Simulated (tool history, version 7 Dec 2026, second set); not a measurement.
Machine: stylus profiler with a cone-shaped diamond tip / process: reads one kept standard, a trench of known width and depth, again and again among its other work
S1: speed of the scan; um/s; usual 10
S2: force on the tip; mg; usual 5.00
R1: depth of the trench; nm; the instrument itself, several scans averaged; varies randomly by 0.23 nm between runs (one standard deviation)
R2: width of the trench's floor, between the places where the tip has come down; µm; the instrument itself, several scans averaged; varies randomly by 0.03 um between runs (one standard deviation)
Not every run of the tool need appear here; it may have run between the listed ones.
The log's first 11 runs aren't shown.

{"run": 12, "hour": 145.2, "S1": 35, "S2": 4.79, "R1": 1023.49, "R2": 95.75}
{"run": 13, "hour": 159.6, "S1": 35, "S2": 4.79, "R1": 1023.62, "R2": 95.72}
{"run": 14, "hour": 175.8, "S1": 10, "S2": 3.41, "R1": 1018.63, "R2": 95.71}
{"run": 15, "hour": 189.8, "S1": 10, "S2": 3.41, "R1": 1018.6, "R2": 95.73}
{"run": 16, "hour": 199.5, "S1": 10, "S2": 5.0, "R1": 1024.32, "R2": 95.81}
{"run": 17, "hour": 209.2, "S1": 10, "S2": 5.0, "R1": 1024.65, "R2": 95.76}
{"run": 18, "hour": 221.1, "S1": 10, "S2": 5.0, "R1": 1024.25, "R2": 95.71}
{"run": 19, "hour": 235.9, "S1": 10, "S2": 5.0, "R1": 1024.6, "R2": 95.71}
{"run": 20, "hour": 252.7, "S1": 10, "S2": 5.0, "R1": 1024.35, "R2": 95.69}
{"run": 21, "hour": 261.5, "S1": 10, "S2": 5.0, "R1": 1023.76, "R2": 95.74}
{"run": 22, "hour": 272.3, "S1": 10, "S2": 5.0, "R1": 1024.04, "R2": 95.76}
{"run": 23, "hour": 287.9, "S1": 17, "S2": 5.0, "R1": 1024.29, "R2": 95.69}
{"run": 24, "hour": 304.6, "S1": 22, "S2": 5.0, "R1": 1024.35, "R2": 95.72}
{"run": 25, "hour": 313.8, "S1": 22, "S2": 5.0, "R1": 1023.77, "R2": 95.67}
{"run": 26, "hour": 323.4, "S1": 21, "S2": 2.29, "R1": 1013.82, "R2": 95.7}

Forecast run 27:
{"run": 27, "hour": 334.1, "S1": 4, "S2": 4.41, "R1": "?", "R2": "?"}

Logged for run 27: R1 1021.41 nm, R2 95.69 µm.
Take away the tool's hidden state, keep the run-to-run variation as it was, and the same run would have given R1 1023.06 nm, R2 95.97 µm.
